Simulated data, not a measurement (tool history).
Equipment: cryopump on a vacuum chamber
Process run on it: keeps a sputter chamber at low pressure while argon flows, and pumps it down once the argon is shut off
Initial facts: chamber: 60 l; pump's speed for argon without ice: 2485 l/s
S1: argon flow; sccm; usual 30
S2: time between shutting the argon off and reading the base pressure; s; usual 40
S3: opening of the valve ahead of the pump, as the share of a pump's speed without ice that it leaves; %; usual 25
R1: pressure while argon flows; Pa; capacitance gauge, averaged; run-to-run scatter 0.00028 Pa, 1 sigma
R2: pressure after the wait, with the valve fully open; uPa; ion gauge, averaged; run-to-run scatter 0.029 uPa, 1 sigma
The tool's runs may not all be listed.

{"run": 1, "hour": 0.0, "S1": 30, "S2": 40, "S3": 25, "R1": 0.0851, "R2": 1.87}
{"run": 2, "hour": 29.5, "S1": 30, "S2": 105, "S3": 25, "R1": 0.0854, "R2": 1.16}
{"run": 3, "hour": 60.1, "S1": 30, "S2": 105, "S3": 25, "R1": 0.0864, "R2": 1.14}
{"run": 4, "hour": 102.2, "S1": 30, "S2": 40, "S3": 25, "R1": 0.0851, "R2": 1.95}
{"run": 5, "hour": 142.9, "S1": 30, "S2": 40, "S3": 25, "R1": 0.0856, "R2": 1.92}
{"run": 6, "hour": 172.5, "S1": 30, "S2": 40, "S3": 25, "R1": 0.0861, "R2": 1.92}
{"hour": 203.3, "done": "pump warmed up, emptied and cooled again"}
{"run": 7, "hour": 217.0, "S1": 30, "S2": 40, "S3": 25, "R1": 0.0819, "R2": 1.84}
{"run": 8, "hour": 252.0, "S1": 50, "S2": 57, "S3": 20, "R1": 0.1708, "R2": 1.48}
{"run": 9, "hour": 296.7, "S1": 31, "S2": 57, "S3": 28, "R1": 0.0763, "R2": 1.45}
{"run": 10, "hour": 342.0, "S1": 30, "S2": 199, "S3": 25, "R1": 0.082, "R2": 0.88}
{"run": 11, "hour": 378.1, "S1": 30, "S2": 199, "S3": 25, "R1": 0.0826, "R2": 0.91}
{"run": 12, "hour": 403.4, "S1": 46, "S2": 108, "S3": 27, "R1": 0.1165, "R2": 1.07}
{"run": 13, "hour": 424.2, "S1": 46, "S2": 108, "S3": 27, "R1": 0.1178, "R2": 1.12}
{"run": 14, "hour": 474.9, "S1": 46, "S2": 108, "S3": 27, "R1": 0.1176, "R2": 1.13}

Consider 4 possible next runs. They are alternatives, not a sequence: every one starts from the tool as it was left by run 14. What does each give?
{"run": "A", "hour": 521.7, "S1": 12, "S2": 45, "S3": 27, "R1": "?", "R2": "?"}
{"run": "B", "hour": 521.7, "S1": 22, "S2": 97, "S3": 50, "R1": "?", "R2": "?"}
{"run": "C", "hour": 521.7, "S1": 17, "S2": 276, "S3": 25, "R1": "?", "R2": "?"}
{"run": "D", "hour": 521.7, "S1": 14, "S2": 30, "S3": 25, "R1": "?", "R2": "?"}

run=A R1=0.0307 R2=1.84
run=B R1=0.0311 R2=1.2
run=C R1=0.0471 R2=0.85
run=D R1=0.0387 R2=2.32
Without the tool's hidden state the same runs would have given:
run=A R1=0.0302 R2=1.26
run=B R1=0.0301 R2=0.64
run=C R1=0.0463 R2=0.29
run=D R1=0.038 R2=1.76
